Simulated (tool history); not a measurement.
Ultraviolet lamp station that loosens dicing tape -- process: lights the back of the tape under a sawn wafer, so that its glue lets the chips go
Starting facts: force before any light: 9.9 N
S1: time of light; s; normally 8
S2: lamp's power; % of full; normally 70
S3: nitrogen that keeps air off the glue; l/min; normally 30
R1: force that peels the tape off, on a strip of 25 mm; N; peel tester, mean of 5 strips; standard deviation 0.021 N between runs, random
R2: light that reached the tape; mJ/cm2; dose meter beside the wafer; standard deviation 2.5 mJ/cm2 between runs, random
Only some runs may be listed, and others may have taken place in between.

run,day,S1,S2,S3,R1,R2
1,0.000,8,70,30,1.512,237
2,1.288,8,70,30,1.615,230
3,2.750,8,70,30,1.631,226
4,4.717,8,70,30,1.651,227
# day 5.017: window cleaned of glue's vapour
5,6.725,8,70,30,1.733,220
6,7.771,8,68,30,1.804,211
7,9.167,8,68,30,1.803,213
8,11.083,8,68,30,1.935,206
9,12.746,8,68,30,1.931,203
10,13.971,8,70,13,3.087,213
11,15.300,8,70,13,3.033,213
# day 16.558: window cleaned of glue's vapour, once more
12,16.908,8,70,13,2.196,273
13,18.604,8,62,30,1.561,236
14,20.450,8,70,32,1.227,260
15,22.117,8,70,32,1.212,260
16,23.954,14,78,30,0.327,508
17,25.375,14,78,30,0.327,502
18,26.217,8,60,42,1.413,220
19,27.800,13,91,31,0.301,538
20,29.633,13,91,31,0.289,535
21,30.962,15,68,16,0.713,457
22,31.854,7,70,15,2.750,217

Alternative continuations, all from the tool just after run 22; predict every row:
A,33.388,8,70,26,?,?
B,33.388,14,64,9,?,?
C,33.388,7,62,15,?,?
D,33.388,11,72,30,?,?
E,33.388,8,91,15,?,?

run,R1,R2
A,1.562,250
B,1.525,397
C,3.093,196
D,0.687,354
E,1.456,320
Without the tool's unlogged condition, the same runs would have read:
run,R1,R2
A,1.146,296
B,1.113,469
C,2.517,231
D,0.476,418
E,1.062,379
